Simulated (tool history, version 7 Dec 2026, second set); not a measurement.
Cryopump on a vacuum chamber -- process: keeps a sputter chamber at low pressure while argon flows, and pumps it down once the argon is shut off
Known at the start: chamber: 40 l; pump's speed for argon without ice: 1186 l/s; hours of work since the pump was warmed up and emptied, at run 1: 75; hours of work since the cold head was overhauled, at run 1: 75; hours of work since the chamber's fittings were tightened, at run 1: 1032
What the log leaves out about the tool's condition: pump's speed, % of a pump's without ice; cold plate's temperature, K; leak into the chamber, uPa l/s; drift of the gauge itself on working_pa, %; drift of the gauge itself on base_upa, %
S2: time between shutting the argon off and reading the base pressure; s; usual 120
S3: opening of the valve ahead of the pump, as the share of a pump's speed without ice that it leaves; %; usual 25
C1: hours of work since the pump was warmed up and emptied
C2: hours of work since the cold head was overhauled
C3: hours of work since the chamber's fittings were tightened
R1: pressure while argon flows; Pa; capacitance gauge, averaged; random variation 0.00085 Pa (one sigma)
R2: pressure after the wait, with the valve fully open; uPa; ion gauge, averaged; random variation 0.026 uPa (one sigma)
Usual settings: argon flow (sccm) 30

{"run": 1, "hour": 0.0, "argon flow (sccm)": 30, "S2": 120, "S3": 25, "C1": 75, "C2": 75, "C3": 1032, "R1": 0.1714, "R2": 1.75}
{"run": 2, "hour": 12.2, "argon flow (sccm)": 30, "S2": 120, "S3": 25, "C1": 82, "C2": 82, "C3": 1040, "R1": 0.1744, "R2": 1.72}
{"run": 3, "hour": 35.2, "argon flow (sccm)": 30, "S2": 120, "S3": 25, "C1": 96, "C2": 96, "C3": 1054, "R1": 0.1727, "R2": 1.74}
{"run": 4, "hour": 60.7, "argon flow (sccm)": 30, "S2": 120, "S3": 25, "C1": 112, "C2": 112, "C3": 1069, "R1": 0.1748, "R2": 1.72}
{"run": 5, "hour": 87.1, "argon flow (sccm)": 30, "S2": 120, "S3": 25, "C1": 128, "C2": 128, "C3": 1086, "R1": 0.1749, "R2": 1.73}
{"run": 6, "hour": 99.3, "argon flow (sccm)": 30, "S2": 120, "S3": 25, "C1": 136, "C2": 136, "C3": 1093, "R1": 0.1762, "R2": 1.74}
{"run": 7, "hour": 122.2, "argon flow (sccm)": 30, "S2": 120, "S3": 25, "C1": 150, "C2": 150, "C3": 1107, "R1": 0.1744, "R2": 1.73}
{"run": 8, "hour": 146.6, "argon flow (sccm)": 30, "S2": 120, "S3": 25, "C1": 165, "C2": 165, "C3": 1122, "R1": 0.1748, "R2": 1.82}
{"run": 9, "hour": 165.7, "argon flow (sccm)": 30, "S2": 120, "S3": 25, "C1": 177, "C2": 177, "C3": 1134, "R1": 0.1754, "R2": 1.81}
{"run": 10, "hour": 191.3, "argon flow (sccm)": 30, "S2": 120, "S3": 25, "C1": 192, "C2": 192, "C3": 1150, "R1": 0.1761, "R2": 1.81}
{"run": 11, "hour": 216.3, "argon flow (sccm)": 30, "S2": 120, "S3": 25, "C1": 208, "C2": 208, "C3": 1165, "R1": 0.1762, "R2": 1.8}
{"run": 12, "hour": 228.4, "argon flow (sccm)": 30, "S2": 120, "S3": 25, "C1": 215, "C2": 215, "C3": 1173, "R1": 0.1767, "R2": 1.84}
{"run": 13, "hour": 252.5, "argon flow (sccm)": 30, "S2": 120, "S3": 25, "C1": 230, "C2": 230, "C3": 1187, "R1": 0.1763, "R2": 1.86}
{"run": 14, "hour": 267.8, "argon flow (sccm)": 30, "S2": 120, "S3": 25, "C1": 239, "C2": 239, "C3": 1197, "R1": 0.1774, "R2": 1.93}
{"run": 15, "hour": 293.7, "argon flow (sccm)": 30, "S2": 120, "S3": 25, "C1": 255, "C2": 255, "C3": 1213, "R1": 0.1776, "R2": 2}
{"run": 16, "hour": 319.3, "argon flow (sccm)": 30, "S2": 120, "S3": 25, "C1": 271, "C2": 271, "C3": 1229, "R1": 0.1776, "R2": 1.9}
{"hour": 336.0, "done": "leaking fittings of the chamber tightened, without venting"}
{"run": 17, "hour": 341.7, "argon flow (sccm)": 22, "S2": 29, "S3": 40, "C1": 284, "C2": 284, "C3": 3, "R1": 0.0827, "R2": 3.8}
{"run": 18, "hour": 353.3, "argon flow (sccm)": 56, "S2": 120, "S3": 52, "C1": 291, "C2": 291, "C3": 11, "R1": 0.166, "R2": 1.2}
{"run": 19, "hour": 367.4, "argon flow (sccm)": 30, "S2": 223, "S3": 52, "C1": 299, "C2": 299, "C3": 19, "R1": 0.0898, "R2": 0.8}
{"run": 20, "hour": 390.2, "argon flow (sccm)": 30, "S2": 38, "S3": 25, "C1": 314, "C2": 314, "C3": 33, "R1": 0.1784, "R2": 3}
{"run": 21, "hour": 412.8, "argon flow (sccm)": 17, "S2": 21, "S3": 17, "C1": 327, "C2": 327, "C3": 47, "R1": 0.1482, "R2": 5.18}
{"run": 22, "hour": 438.5, "argon flow (sccm)": 17, "S2": 21, "S3": 17, "C1": 343, "C2": 343, "C3": 63, "R1": 0.1471, "R2": 5.05}
{"run": 23, "hour": 459.9, "argon flow (sccm)": 17, "S2": 21, "S3": 17, "C1": 356, "C2": 356, "C3": 76, "R1": 0.1473, "R2": 5.3}
{"run": 24, "hour": 480.3, "argon flow (sccm)": 17, "S2": 21, "S3": 17, "C1": 369, "C2": 369, "C3": 89, "R1": 0.1487, "R2": 5.22}
{"run": 25, "hour": 491.7, "argon flow (sccm)": 17, "S2": 21, "S3": 17, "C1": 376, "C2": 376, "C3": 96, "R1": 0.1488, "R2": 5.21}
{"run": 26, "hour": 508.4, "argon flow (sccm)": 22, "S2": 21, "S3": 21, "C1": 386, "C2": 386, "C3": 106, "R1": 0.158, "R2": 5.39}
{"run": 27, "hour": 521.5, "argon flow (sccm)": 19, "S2": 21, "S3": 23, "C1": 394, "C2": 394, "C3": 114, "R1": 0.1247, "R2": 5.1}
{"run": 28, "hour": 542.8, "argon flow (sccm)": 19, "S2": 21, "S3": 23, "C1": 407, "C2": 407, "C3": 127, "R1": 0.1249, "R2": 5.29}
{"run": 29, "hour": 566.5, "argon flow (sccm)": 19, "S2": 21, "S3": 23, "C1": 422, "C2": 422, "C3": 142, "R1": 0.1246, "R2": 5.4}
{"run": 30, "hour": 588.4, "argon flow (sccm)": 24, "S2": 29, "S3": 28, "C1": 435, "C2": 435, "C3": 155, "R1": 0.1316, "R2": 3.95}
{"run": 31, "hour": 610.7, "argon flow (sccm)": 24, "S2": 29, "S3": 28, "C1": 449, "C2": 449, "C3": 169, "R1": 0.1309, "R2": 3.98}
{"run": 32, "hour": 621.4, "argon flow (sccm)": 22, "S2": 85, "S3": 22, "C1": 456, "C2": 456, "C3": 176, "R1": 0.1522, "R2": 1.68}

4 options for the next run, each taken on its own from the tool as it stands now. Forecast them:
{"run": "A", "hour": 638.1, "argon flow (sccm)": 22, "S2": 245, "S3": 21, "C1": 466, "C2": 466, "C3": 186, "R1": "?", "R2": "?"}
{"run": "B", "hour": 638.1, "argon flow (sccm)": 13, "S2": 61, "S3": 45, "C1": 466, "C2": 466, "C3": 186, "R1": "?", "R2": "?"}
{"run": "C", "hour": 638.1, "argon flow (sccm)": 39, "S2": 23, "S3": 25, "C1": 466, "C2": 466, "C3": 186, "R1": "?", "R2": "?"}
{"run": "D", "hour": 638.1, "argon flow (sccm)": 30, "S2": 43, "S3": 25, "C1": 466, "C2": 466, "C3": 186, "R1": "?", "R2": "?"}

run=A R1=0.1581 R2=0.91
run=B R1=0.047 R2=2.22
run=C R1=0.2388 R2=4.91
run=D R1=0.185 R2=2.83
What these runs would have given with no unlogged condition in the tool:
run=A R1=0.1484 R2=0.65
run=B R1=0.0413 R2=1.95
run=C R1=0.2217 R2=4.65
run=D R1=0.1718 R2=2.57
